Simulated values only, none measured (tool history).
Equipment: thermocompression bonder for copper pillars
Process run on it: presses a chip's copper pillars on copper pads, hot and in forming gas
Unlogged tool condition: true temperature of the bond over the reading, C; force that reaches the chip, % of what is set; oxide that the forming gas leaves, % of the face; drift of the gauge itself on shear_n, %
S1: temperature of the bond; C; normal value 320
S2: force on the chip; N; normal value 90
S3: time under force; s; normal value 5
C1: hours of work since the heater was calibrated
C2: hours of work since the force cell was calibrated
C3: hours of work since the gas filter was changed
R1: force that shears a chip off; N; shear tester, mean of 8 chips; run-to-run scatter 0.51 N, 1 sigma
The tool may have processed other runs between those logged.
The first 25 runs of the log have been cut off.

run	hour	S1	S2	S3	C1	C2	C3	R1
26	846.9	331	119	6	338	541	248	110.0
27	879.4	307	119	5	352	555	263	89.9
28	916.7	307	119	5	368	571	279	89.4
29	935.2	291	62	14	376	579	287	61.5
30	953.1	342	56	3	384	587	295	51.0
31	991.2	328	67	3	401	604	312	53.2
32	1012.5	315	119	3	410	613	321	81.7
33	1036.3	305	76	5	421	624	331	59.0
34	1074.6	305	76	5	437	640	348	59.4
35	1095.8	320	107	9	447	650	357	106.0
36	1115.7	334	111	12	456	659	366	121.7
# hour 1125.4: forming gas filter changed
37	1134.5	292	100	5	463	666	4	68.8
38	1158.5	292	100	5	474	677	15	68.4
39	1178.6	349	90	5	483	686	23	97.3
40	1222.8	349	90	5	502	705	43	98.2
41	1266.5	295	78	7	521	724	62	62.5

Each row is a separate what-if for the run after 41, all from the same tool condition, not one after another. Results?
A	1309.4	295	103	6	540	743	81	?
B	1309.4	321	63	5	540	743	81	?
C	1309.4	307	86	10	540	743	81	?

run	R1
A	75.9
B	57.4
C	85.5
Take away the tool's hidden state, keep each run's random variation, and the runs would have read:
run	R1
A	75.7
B	57.3
C	85.3
